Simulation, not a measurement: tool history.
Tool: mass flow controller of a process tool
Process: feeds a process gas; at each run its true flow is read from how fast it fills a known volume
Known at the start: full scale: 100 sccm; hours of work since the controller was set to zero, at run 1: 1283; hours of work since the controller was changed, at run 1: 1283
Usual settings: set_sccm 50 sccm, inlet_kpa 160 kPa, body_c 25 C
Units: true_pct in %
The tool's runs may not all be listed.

run    hour  set_sccm  inlet_kpa  body_c  hours of work since the controller was set to zero  hours of work since the controller was changed  true_pct
  1       0        50        160      25                                                1283                                            1283     99.41
  2   399.4        22        160      25                                                1481                                            1481     98.79
  3   662.8        22        160      25                                                1611                                            1611     98.88
  4   882.6        50        160      25                                                1720                                            1720      99.5
  5  1206.6        50        160      38                                                1881                                            1881     99.99
  6  1411.1        50        160      25                                                1982                                            1982     99.65
  7  1685.1        50        160      23                                                2118                                            2118     99.57
  8  2021.3        50        160      23                                                2284                                            2284     99.49
  9  2224.5        50        160      23                                                2385                                            2385     99.62
 10  2689.1        50        156      23                                                2615                                            2615     99.57
 11  2934.7        50        156      23                                                2737                                            2737      99.7
     2955.3  -- controller's zero set anew
 12  3182.5        50        156      23                                                 113                                            2859     99.61
 13  3564.1        49        263      27                                                 302                                            3049     99.01
 14  3810.1        29        160      24                                                 424                                            3170     98.91
     3909.9  -- controller's zero set anew, once more
 15  4214.1        11        157      30                                                 151                                            3370     99.21
 16  4464.9        24        149      25                                                 275                                            3495      99.6
 17  4907.2        36        151      25                                                 494                                            3714     99.96
 18  5175.8        89        215      22                                                 627                                            3847    100.32
 19  5383.6        50        160      20                                                 730                                            3950     99.93
 20  5829.1        50        160      20                                                 951                                            4171    100.03
 21    6256        13        160      31                                                1163                                            4382     99.15
 22    6627        13        160      31                                                1346                                            4566     99.11
 23  6937.5        32        160      31                                                1500                                            4720     99.94

Forecast each of these 3 alternatives for the next run:
  A  7359.3        32        200      31                                                1709                                            4929         ?
  B  7359.3        31        160      22                                                1709                                            4929         ?
  C  7359.3        32        160      32                                                1709                                            4929         ?

run  true_pct
  A     99.71
  B     99.68
  C     99.96
Without the tool's hidden state the same runs would have given:
run  true_pct
  A     99.07
  B     99.04
  C     99.32
